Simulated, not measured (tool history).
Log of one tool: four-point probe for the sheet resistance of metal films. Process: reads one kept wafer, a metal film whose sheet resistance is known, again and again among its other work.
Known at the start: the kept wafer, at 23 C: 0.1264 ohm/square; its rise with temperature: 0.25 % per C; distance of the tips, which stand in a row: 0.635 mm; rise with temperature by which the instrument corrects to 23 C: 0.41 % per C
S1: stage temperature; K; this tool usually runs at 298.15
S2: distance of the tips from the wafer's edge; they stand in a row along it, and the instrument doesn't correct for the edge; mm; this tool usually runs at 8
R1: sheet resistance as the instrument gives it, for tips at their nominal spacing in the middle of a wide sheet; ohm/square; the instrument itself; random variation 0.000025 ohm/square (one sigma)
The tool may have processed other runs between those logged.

Run 1, hour 0.0: usual settings. Result: R1 0.127750 ohm/square.
Run 2, hour 54.2: usual settings. Result: R1 0.127753 ohm/square.
Run 3, hour 140.8: usual settings. Result: R1 0.127752 ohm/square.
Run 4, hour 235.9: usual settings but S1 308.15 K. Result: R1 0.125962 ohm/square.
Run 5, hour 290.7: usual settings but S1 308.15 K. Result: R1 0.125963 ohm/square.
Run 6, hour 368.8: usual settings but S1 294.15 K. Result: R1 0.128613 ohm/square.
Run 7, hour 443.2: usual settings but S1 294.15 K. Result: R1 0.128684 ohm/square.
Run 8, hour 498.3: usual settings but S1 294.15 K. Result: R1 0.128729 ohm/square.
Run 9, hour 567.1: usual settings. Result: R1 0.127919 ohm/square.
Run 10, hour 633.7: usual settings. Result: R1 0.127940 ohm/square.
Run 11, hour 707.1: usual settings but S1 302.15 K, S2 49 mm. Result: R1 0.126738 ohm/square.
Run 12, hour 760.2: usual settings but S1 295.15 K, S2 33 mm. Result: R1 0.128169 ohm/square.
Run 13, hour 846.3: usual settings but S1 307.15 K, S2 13 mm. Result: R1 0.126015 ohm/square.
Run 14, hour 911.1: usual settings but S1 306.15 K, S2 74 mm. Result: R1 0.126038 ohm/square.
Run 15, hour 1004.9: usual settings but S1 306.15 K, S2 74 mm. Result: R1 0.126113 ohm/square.
Run 16, hour 1086.9: usual settings but S1 292.15 K, S2 25 mm. Result: R1 0.128931 ohm/square.
Run 17, hour 1151.8: usual settings but S1 304.15 K, S2 12 mm. Result: R1 0.126729 ohm/square.
Run 18, hour 1219.1: usual settings but S2 13 mm. Result: R1 0.127929 ohm/square.
Run 19, hour 1292.6: usual settings but S1 302.15 K, S2 6 mm. Result: R1 0.127751 ohm/square.
Run 20, hour 1354.2: usual settings but S1 305.15 K, S2 13 mm. Result: R1 0.126586 ohm/square.

Results for each run, recomputed without the tool's hidden state and with each run's random variation untouched:
Unlogged tool condition in this case: inner tips' distance over the nominal, %; tips' flats over new ones', %; wafer's true temperature over the reading, C; drift of the gauge itself on sheet_ohm, %.
run        R1
  1  0.126441
  2  0.126425
  3  0.126396
  4  0.124596
  5  0.124581
  6  0.127179
  7  0.127222
  8  0.127247
  9  0.126425
 10  0.126424
 11  0.125208
 12  0.126607
 13  0.124448
 14  0.124448
 15  0.124492
 16  0.127250
 17  0.125051
 18  0.126214
 19  0.126014
 20  0.124845
